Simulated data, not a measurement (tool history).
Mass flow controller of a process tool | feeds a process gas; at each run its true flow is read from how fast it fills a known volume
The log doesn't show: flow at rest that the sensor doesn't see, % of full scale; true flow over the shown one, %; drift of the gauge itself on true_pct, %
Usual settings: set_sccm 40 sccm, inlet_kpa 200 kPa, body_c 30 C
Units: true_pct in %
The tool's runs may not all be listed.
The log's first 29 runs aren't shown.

run,hour,set_sccm,inlet_kpa,body_c,hours of work since the controller was set to zero,hours of work since the controller was changed,true_pct
30,3310.6,44,140,35,3635,3635,100.52
31,3446.9,52,140,35,3700,3700,100.65
32,3604.4,52,140,35,3776,3776,100.55
33,3748.7,19,160,35,3845,3845,101.90
34,3825.3,13,184,39,3882,3882,103.20
35,3962.5,40,206,21,3948,3948,100.92
36,4074.9,34,200,28,4002,4002,101.01
37,4164.1,40,200,30,4045,4045,100.66
38,4279.9,79,226,30,4100,4100,101.09
39,4400.5,86,200,26,4158,4158,101.25
40,4500.5,55,200,30,4206,4206,100.74

The next listed run, before its measurement:
41,4613.0,55,200,30,4260,4260,?

{"run 41": {"true_pct": 100.92}}
Without the tool's hidden state the same run would have given true_pct 98.68 %.
